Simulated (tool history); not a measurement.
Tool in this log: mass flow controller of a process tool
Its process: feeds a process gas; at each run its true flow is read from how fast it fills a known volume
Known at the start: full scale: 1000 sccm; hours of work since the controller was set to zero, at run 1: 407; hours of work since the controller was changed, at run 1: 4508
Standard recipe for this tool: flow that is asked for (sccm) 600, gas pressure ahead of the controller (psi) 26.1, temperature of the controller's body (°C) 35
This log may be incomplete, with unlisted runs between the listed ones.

run,hour,flow that is asked for (sccm),gas pressure ahead of the controller (psi),temperature of the controller's body (°C),hours of work since the controller was set to zero,hours of work since the controller was changed,true flow (%)
1,0.0,600,26.1,35,407,4508,98.08
2,330.4,600,26.1,35,594,4695,98.04
3,482.3,600,26.1,35,680,4781,97.97
4,627.4,600,26.1,35,762,4863,97.85
5,850.5,600,29.0,35,889,4989,97.88
6,1035.6,600,29.0,35,993,5094,97.86
7,1328.4,600,29.0,35,1159,5260,97.81
8,1613.5,600,26.1,35,1321,5421,97.60
9,1861.2,600,26.1,35,1461,5561,97.59
10,2024.5,600,26.1,35,1553,5654,97.74
11,2286.7,600,26.1,35,1702,5802,97.30
12,2553.9,600,26.1,35,1853,5954,97.51
13,2718.6,600,26.1,35,1946,6047,97.43
14,2952.6,600,26.1,35,2079,6179,97.38
15,3126.5,600,26.1,35,2177,6278,97.36
16,3394.4,433,26.1,26,2329,6430,97.67
# hour 3595.6: controller exchanged for a calibrated one
17,3608.5,157,27.0,23,7,7,97.28
18,3779.2,654,30.6,33,104,104,97.58
19,4024.4,600,26.5,35,243,243,97.14
20,4200.0,271,26.5,35,342,342,96.31
21,4539.6,379,26.1,35,535,535,96.51
22,4770.4,402,31.0,32,665,665,97.12
23,5013.2,206,30.6,31,803,803,96.55
24,5310.5,206,30.6,31,971,971,96.55
25,5577.6,377,22.2,25,1122,1122,96.97
26,5739.1,436,36.0,27,1214,1214,97.56
27,5946.6,600,26.5,23,1331,1331,97.75
28,6105.2,600,26.5,23,1421,1421,97.79
29,6339.3,600,26.5,23,1554,1554,97.83

Predict each of these 5 candidate next runs independently; none follows another, all start after run 29:
A,6516.4,123,30.0,30,1654,1654,?
B,6516.4,244,31.3,24,1654,1654,?
C,6516.4,698,26.7,26,1654,1654,?
D,6516.4,600,26.1,26,1654,1654,?
E,6516.4,600,26.5,36,1654,1654,?

run,true flow (%)
A,96.05
B,97.01
C,97.70
D,97.34
E,96.55
Without the tool's hidden state the same runs would have given:
run,true flow (%)
A,97.45
B,98.41
C,99.11
D,98.74
E,97.95
